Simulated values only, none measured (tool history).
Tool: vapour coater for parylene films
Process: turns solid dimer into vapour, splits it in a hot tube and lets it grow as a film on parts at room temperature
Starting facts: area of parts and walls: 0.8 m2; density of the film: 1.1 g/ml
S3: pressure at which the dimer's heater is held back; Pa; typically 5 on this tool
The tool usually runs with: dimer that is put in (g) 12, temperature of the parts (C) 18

run 1 day=0 | dimer_that_is_put_in_(g)=12 temperature_of_the_parts_(C)=18 S3=5 | thickness_of_the_film_(nm)=6120
run 2 day=1.596 | dimer_that_is_put_in_(g)=5 temperature_of_the_parts_(C)=18 S3=5 | thickness_of_the_film_(nm)=2550
run 3 day=2.633 | dimer_that_is_put_in_(g)=12 temperature_of_the_parts_(C)=18 S3=5 | thickness_of_the_film_(nm)=6050
run 4 day=3.646 | dimer_that_is_put_in_(g)=12 temperature_of_the_parts_(C)=18 S3=5 | thickness_of_the_film_(nm)=6150
run 5 day=4.908 | dimer_that_is_put_in_(g)=12 temperature_of_the_parts_(C)=18 S3=5 | thickness_of_the_film_(nm)=6030
run 6 day=6.471 | dimer_that_is_put_in_(g)=12 temperature_of_the_parts_(C)=16 S3=5 | thickness_of_the_film_(nm)=6550
run 7 day=8.221 | dimer_that_is_put_in_(g)=12 temperature_of_the_parts_(C)=16 S3=5 | thickness_of_the_film_(nm)=6450
run 8 day=9.025 | dimer_that_is_put_in_(g)=12 temperature_of_the_parts_(C)=10 S3=5 | thickness_of_the_film_(nm)=8290
run 9 day=10.671 | dimer_that_is_put_in_(g)=12 temperature_of_the_parts_(C)=10 S3=5 | thickness_of_the_film_(nm)=8070
run 10 day=11.821 | dimer_that_is_put_in_(g)=8 temperature_of_the_parts_(C)=18 S3=5 | thickness_of_the_film_(nm)=3930
run 11 day=12.675 | dimer_that_is_put_in_(g)=12 temperature_of_the_parts_(C)=18 S3=5 | thickness_of_the_film_(nm)=5910
run 12 day=13.579 | dimer_that_is_put_in_(g)=12 temperature_of_the_parts_(C)=18 S3=5 | thickness_of_the_film_(nm)=5820
run 13 day=15.188 | dimer_that_is_put_in_(g)=12 temperature_of_the_parts_(C)=18 S3=5 | thickness_of_the_film_(nm)=5880
run 14 day=16 | dimer_that_is_put_in_(g)=12 temperature_of_the_parts_(C)=18 S3=5 | thickness_of_the_film_(nm)=5860
run 15 day=17.054 | dimer_that_is_put_in_(g)=12 temperature_of_the_parts_(C)=18 S3=5 | thickness_of_the_film_(nm)=5950
run 16 day=18.217 | dimer_that_is_put_in_(g)=8 temperature_of_the_parts_(C)=18 S3=5 | thickness_of_the_film_(nm)=3840
-- day=19.346 trap's valve overhauled
run 17 day=19.846 | dimer_that_is_put_in_(g)=19 temperature_of_the_parts_(C)=22 S3=2.69 | thickness_of_the_film_(nm)=9950
run 18 day=21.25 | dimer_that_is_put_in_(g)=13 temperature_of_the_parts_(C)=17 S3=2.87 | thickness_of_the_film_(nm)=8140
run 19 day=23.158 | dimer_that_is_put_in_(g)=12 temperature_of_the_parts_(C)=18 S3=2.65 | thickness_of_the_film_(nm)=7430
run 20 day=24.367 | dimer_that_is_put_in_(g)=18 temperature_of_the_parts_(C)=18 S3=6.11 | thickness_of_the_film_(nm)=9450
run 21 day=25.592 | dimer_that_is_put_in_(g)=18 temperature_of_the_parts_(C)=18 S3=5.82 | thickness_of_the_film_(nm)=9360
run 22 day=27.212 | dimer_that_is_put_in_(g)=6 temperature_of_the_parts_(C)=22 S3=10.29 | thickness_of_the_film_(nm)=2460
run 23 day=28.979 | dimer_that_is_put_in_(g)=13 temperature_of_the_parts_(C)=27 S3=3.64 | thickness_of_the_film_(nm)=5180
run 24 day=29.908 | dimer_that_is_put_in_(g)=13 temperature_of_the_parts_(C)=27 S3=3.64 | thickness_of_the_film_(nm)=5200
run 25 day=30.792 | dimer_that_is_put_in_(g)=13 temperature_of_the_parts_(C)=27 S3=3.64 | thickness_of_the_film_(nm)=5230
run 26 day=31.833 | dimer_that_is_put_in_(g)=12 temperature_of_the_parts_(C)=14 S3=2.96 | thickness_of_the_film_(nm)=8190
run 27 day=32.642 | dimer_that_is_put_in_(g)=12 temperature_of_the_parts_(C)=14 S3=2.96 | thickness_of_the_film_(nm)=8300
run 28 day=33.862 | dimer_that_is_put_in_(g)=6 temperature_of_the_parts_(C)=18 S3=4.08 | thickness_of_the_film_(nm)=3310
run 29 day=34.954 | dimer_that_is_put_in_(g)=12 temperature_of_the_parts_(C)=18 S3=5 | thickness_of_the_film_(nm)=6370

Forecast each of these 3 alternatives for the next run:
run A day=35.771 | dimer_that_is_put_in_(g)=5 temperature_of_the_parts_(C)=18 S3=5 | thickness_of_the_film_(nm)=?
run B day=35.771 | dimer_that_is_put_in_(g)=9 temperature_of_the_parts_(C)=10 S3=3.82 | thickness_of_the_film_(nm)=?
run C day=35.771 | dimer_that_is_put_in_(g)=7 temperature_of_the_parts_(C)=11 S3=5.98 | thickness_of_the_film_(nm)=?

run=A thickness_of_the_film_(nm)=2610
run=B thickness_of_the_film_(nm)=6860
run=C thickness_of_the_film_(nm)=4730
Without the tool's hidden state the same runs would have given:
run=A thickness_of_the_film_(nm)=2770
run=B thickness_of_the_film_(nm)=7280
run=C thickness_of_the_film_(nm)=5020
